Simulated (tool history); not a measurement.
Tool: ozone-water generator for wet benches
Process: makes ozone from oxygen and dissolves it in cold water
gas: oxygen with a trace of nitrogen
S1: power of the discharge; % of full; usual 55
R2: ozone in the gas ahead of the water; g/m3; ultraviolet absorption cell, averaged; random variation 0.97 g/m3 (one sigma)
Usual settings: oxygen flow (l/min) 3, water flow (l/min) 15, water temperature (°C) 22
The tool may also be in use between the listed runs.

{"run": 1, "hour": 0.0, "S1": 55, "oxygen flow (l/min)": 3, "water flow (l/min)": 15, "water temperature (°C)": 22, "dissolved ozone (ppm)": 16.4, "R2": 164.2}
{"run": 2, "hour": 33.1, "S1": 55, "oxygen flow (l/min)": 3, "water flow (l/min)": 15, "water temperature (°C)": 22, "dissolved ozone (ppm)": 16.4, "R2": 166.2}
{"run": 3, "hour": 51.0, "S1": 55, "oxygen flow (l/min)": 3, "water flow (l/min)": 23, "water temperature (°C)": 22, "dissolved ozone (ppm)": 11.7, "R2": 163.8}
{"run": 4, "hour": 72.3, "S1": 55, "oxygen flow (l/min)": 3, "water flow (l/min)": 23, "water temperature (°C)": 22, "dissolved ozone (ppm)": 11.8, "R2": 164.1}
{"run": 5, "hour": 93.4, "S1": 55, "oxygen flow (l/min)": 3, "water flow (l/min)": 15, "water temperature (°C)": 22, "dissolved ozone (ppm)": 16.4, "R2": 163.6}
{"run": 6, "hour": 109.8, "S1": 55, "oxygen flow (l/min)": 3, "water flow (l/min)": 15, "water temperature (°C)": 22, "dissolved ozone (ppm)": 16.4, "R2": 162.8}
{"run": 7, "hour": 127.8, "S1": 55, "oxygen flow (l/min)": 3, "water flow (l/min)": 15, "water temperature (°C)": 22, "dissolved ozone (ppm)": 16.3, "R2": 165}
{"run": 8, "hour": 159.7, "S1": 55, "oxygen flow (l/min)": 3, "water flow (l/min)": 15, "water temperature (°C)": 22, "dissolved ozone (ppm)": 16.4, "R2": 164}
{"run": 9, "hour": 183.7, "S1": 55, "oxygen flow (l/min)": 3, "water flow (l/min)": 15, "water temperature (°C)": 22, "dissolved ozone (ppm)": 16.2, "R2": 164.4}
{"run": 10, "hour": 214.5, "S1": 55, "oxygen flow (l/min)": 3, "water flow (l/min)": 15, "water temperature (°C)": 22, "dissolved ozone (ppm)": 16, "R2": 165.3}
{"run": 11, "hour": 238.9, "S1": 55, "oxygen flow (l/min)": 3, "water flow (l/min)": 15, "water temperature (°C)": 22, "dissolved ozone (ppm)": 16.3, "R2": 163.7}
{"run": 12, "hour": 261.7, "S1": 55, "oxygen flow (l/min)": 3, "water flow (l/min)": 10, "water temperature (°C)": 28, "dissolved ozone (ppm)": 18.9, "R2": 164.4}
{"run": 13, "hour": 287.3, "S1": 52, "oxygen flow (l/min)": 3, "water flow (l/min)": 16, "water temperature (°C)": 28, "dissolved ozone (ppm)": 13.9, "R2": 160}
{"run": 14, "hour": 317.0, "S1": 55, "oxygen flow (l/min)": 4.3, "water flow (l/min)": 15, "water temperature (°C)": 16, "dissolved ozone (ppm)": 19.4, "R2": 146.4}
{"run": 15, "hour": 343.9, "S1": 77, "oxygen flow (l/min)": 2, "water flow (l/min)": 17, "water temperature (°C)": 22, "dissolved ozone (ppm)": 15.4, "R2": 222.4}
{"hour": 346.6, "done": "water thermometer calibrated"}
{"run": 16, "hour": 367.0, "S1": 77, "oxygen flow (l/min)": 2, "water flow (l/min)": 19, "water temperature (°C)": 22, "dissolved ozone (ppm)": 14.1, "R2": 222.4}
{"run": 17, "hour": 386.2, "S1": 77, "oxygen flow (l/min)": 2, "water flow (l/min)": 10, "water temperature (°C)": 22, "dissolved ozone (ppm)": 23.2, "R2": 222.8}
{"hour": 394.2, "done": "water thermometer calibrated, once more"}
{"run": 18, "hour": 411.4, "S1": 71, "oxygen flow (l/min)": 2.59, "water flow (l/min)": 15, "water temperature (°C)": 18, "dissolved ozone (ppm)": 18.7, "R2": 195.8}
{"run": 19, "hour": 440.5, "S1": 71, "oxygen flow (l/min)": 2.59, "water flow (l/min)": 15, "water temperature (°C)": 18, "dissolved ozone (ppm)": 18.7, "R2": 194.9}
{"run": 20, "hour": 462.8, "S1": 68, "oxygen flow (l/min)": 5.2, "water flow (l/min)": 12, "water temperature (°C)": 14, "dissolved ozone (ppm)": 26.3, "R2": 152.4}
{"run": 21, "hour": 477.0, "S1": 68, "oxygen flow (l/min)": 3, "water flow (l/min)": 15, "water temperature (°C)": 22, "dissolved ozone (ppm)": 17.9, "R2": 183.3}
{"run": 22, "hour": 505.3, "S1": 81, "oxygen flow (l/min)": 3.83, "water flow (l/min)": 15, "water temperature (°C)": 22, "dissolved ozone (ppm)": 21.1, "R2": 184.6}

Some steps in dissolved ozone (ppm) between neighbouring runs. How much of each would the tool show without its hidden state too (settings, what came in, random variation), and how much is left for the hidden state, with any gauge scatter that isn't in both results?
The hidden state here: yield of the discharge, % of new electrodes'; contactor's efficiency, % of a clean one's; true water temperature over the reading, C; drift of the gauge itself on ozone_ppm, %; drift of the gauge itself on gas_g_m3, %.
Run 16 -> 17: water flow (l/min) 19 -> 10. dissolved ozone (ppm) +9.1: hidden state -0.1, all else +9.2.
Run 19 -> 20: S1 71 -> 68, oxygen flow (l/min) 2.59 -> 5.2, water flow (l/min) 15 -> 12, water temperature (°C) 18 -> 14. dissolved ozone (ppm) +7.6: hidden state -0.2, all else +7.8.
Run 20 -> 21: oxygen flow (l/min) 5.2 -> 3, water flow (l/min) 12 -> 15, water temperature (°C) 14 -> 22. dissolved ozone (ppm) -8.4: hidden state +0.2, all else -8.6.
